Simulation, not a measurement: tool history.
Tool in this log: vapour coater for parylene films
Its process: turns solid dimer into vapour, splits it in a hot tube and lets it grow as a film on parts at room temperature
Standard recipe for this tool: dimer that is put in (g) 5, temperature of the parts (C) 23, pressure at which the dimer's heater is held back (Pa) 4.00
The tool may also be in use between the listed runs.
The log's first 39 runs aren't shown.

run	day	dimer that is put in (g)	temperature of the parts (C)	pressure at which the dimer's heater is held back (Pa)	hours of work since the trap's valve was overhauled	hours of work since the table's thermometer was calibrated	thickness of the film (um)
40	47.808	5	32	4.00	411	750	1.37
41	48.683	5	22	4.00	423	762	1.78
42	50.296	5	22	4.00	444	784	1.71
43	51.442	2	15	8.54	459	799	0.71
44	52.892	2	19	8.54	479	818	0.63
45	54.038	5	33	4.00	494	833	1.31
46	55.271	5	33	4.00	510	850	1.26
47	55.996	5	33	4.00	520	860	1.30

What if the next run were any one of these 4? Each begins from the tool's condition after run 47:
A	57.642	8	23	2.34	542	881	?
B	57.642	2	33	4.44	542	881	?
C	57.642	9	25	5.93	542	881	?
D	57.642	6	20	4.00	542	881	?

run	thickness of the film (um)
A	2.99
B	0.52
C	2.56
D	2.17
Stripped of hidden state, with their random variation kept, the same runs would have yielded:
run	thickness of the film (um)
A	3.28
B	0.57
C	2.81
D	2.38
